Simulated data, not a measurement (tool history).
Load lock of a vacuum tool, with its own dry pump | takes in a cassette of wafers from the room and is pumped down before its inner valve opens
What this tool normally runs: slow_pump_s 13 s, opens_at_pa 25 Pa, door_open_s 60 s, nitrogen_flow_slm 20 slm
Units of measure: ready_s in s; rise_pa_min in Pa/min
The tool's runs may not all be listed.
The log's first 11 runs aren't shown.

run    hour  slow_pump_s  opens_at_pa  door_open_s  nitrogen_flow_slm  incoming humidity of the room's air, %  ready_s  rise_pa_min
 12  2672.5           13           49           60                 20                                    43.6     23.2        0.125
 13  2967.1           13           49           60                 20                                    43.9     23.5        0.138
 14  3273.8           13           49           60                 20                                    42.4     23.5        0.129
 15  3583.6           13           49           60                 20                                    41.9     23.7        0.138
 16  3937.8           13           49           60                 20                                    42.9     23.8        0.146
 17  4282.8           13           25           60                 20                                    41.7     25.4        0.141
 18  4460.2           18           25          157                 17                                      46     28.5        0.189
 19  4720.6           13           48          200                 38                                    46.2     23.9        0.177
 20  5013.4           13           48          200                 38                                      44     24.1        0.178
 21  5383.6           13           49           45                 38                                    44.9     23.9        0.146
 22  5572.1           13           49           45                 38                                    46.2     24.1        0.146
 23  5812.9           13           49          202                 38                                    42.5     23.1        0.191
 24  6202.8           23           19           60                  4                                      45     33.2        0.192
 25  6396.6           13           30           60                 27                                    45.3     25.3        0.171
 26  6746.8           13           30           60                 27                                    48.4     24.6        0.175
 27  7101.9           13           30           60                 27                                    43.5     25.5         0.17
     7337.9  -- dry pump taken out, an overhauled one fitted
 28  7337.9            6           31           90                  8                                    49.8     16.3        0.228
 29    7649            6           21           92                 18                                    47.5     16.7        0.214
 30  7904.4           13           22           92                 18                                    46.5     22.7         0.21
 31  8133.5           20           25           74                 19                                    43.1     27.9        0.205
 32  8385.8           13           25          163                 10                                    46.7     21.5        0.267
 33  8644.1           13           25          163                 10                                    45.8     22.2        0.268
 34  8944.2           13           25          163                 10                                    48.3       23        0.273

3 options for the next run, each taken on its own from the tool as it stands now. Forecast them:
  A  9289.2           13           44           30                 10                                    46.8        ?            ?
  B  9289.2           13           45          163                 10                                    46.4        ?            ?
  C  9289.2           13           19           60                 20                                    41.7        ?            ?

run  ready_s  rise_pa_min
  A     21.5        0.213
  B     21.5        0.281
  C     22.6        0.215
Without the tool's hidden state the same runs would have given:
run  ready_s  rise_pa_min
  A     21.4        0.047
  B     21.3        0.118
  C     22.4        0.049
